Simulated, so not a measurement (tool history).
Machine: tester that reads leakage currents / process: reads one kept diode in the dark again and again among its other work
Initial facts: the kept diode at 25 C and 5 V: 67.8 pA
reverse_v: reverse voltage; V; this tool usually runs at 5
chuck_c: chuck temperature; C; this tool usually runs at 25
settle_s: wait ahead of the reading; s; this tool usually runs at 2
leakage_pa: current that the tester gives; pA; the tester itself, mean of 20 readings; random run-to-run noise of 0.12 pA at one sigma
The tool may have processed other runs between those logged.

run   hour  reverse_v  chuck_c  settle_s  leakage_pa
  1      0          5       25         2       68.88
  2   36.3          5       25         2       69.06
  3   60.4          5       25      0.94       69.88
  4   76.2          5       25      0.94       70.11
  5  106.5          5       25      0.94       70.13
  6  138.8          5       25      0.94       70.01
  7  157.7          5       25      0.94       70.05
  8  182.9       1.96       50      2.68       253.7
  9    208       1.02       32      0.39       50.36
 10  239.8       1.02       32      0.37        50.6
 11  274.4          5       22      1.08       55.42
 12  299.2       1.24       20      4.24       21.48
 13  321.8       5.31       20      0.99       49.46

For some of the steps in leakage_pa from one run to the next: how much would appear even if the tool had no hidden state, given the settings, what came in and random variation, and how much remains for the hidden state plus any gauge scatter that the measured result and the result without hidden state don't share?
The hidden state here: stray current of the dirty probe card, pA a volt; current scale over the true one, %; true chuck temperature over the reading, C; drift of the gauge itself on leakage_pa, %.
Run 7 -> 8: reverse_v 5 -> 1.96, chuck_c 25 -> 50, settle_s 0.94 -> 2.68. leakage_pa +183.65 pA: hidden state -3.23, all else +186.88.
Run 8 -> 9: reverse_v 1.96 -> 1.02, chuck_c 50 -> 32, settle_s 2.68 -> 0.39. leakage_pa -203.34 pA: hidden state +2.6, all else -205.94.
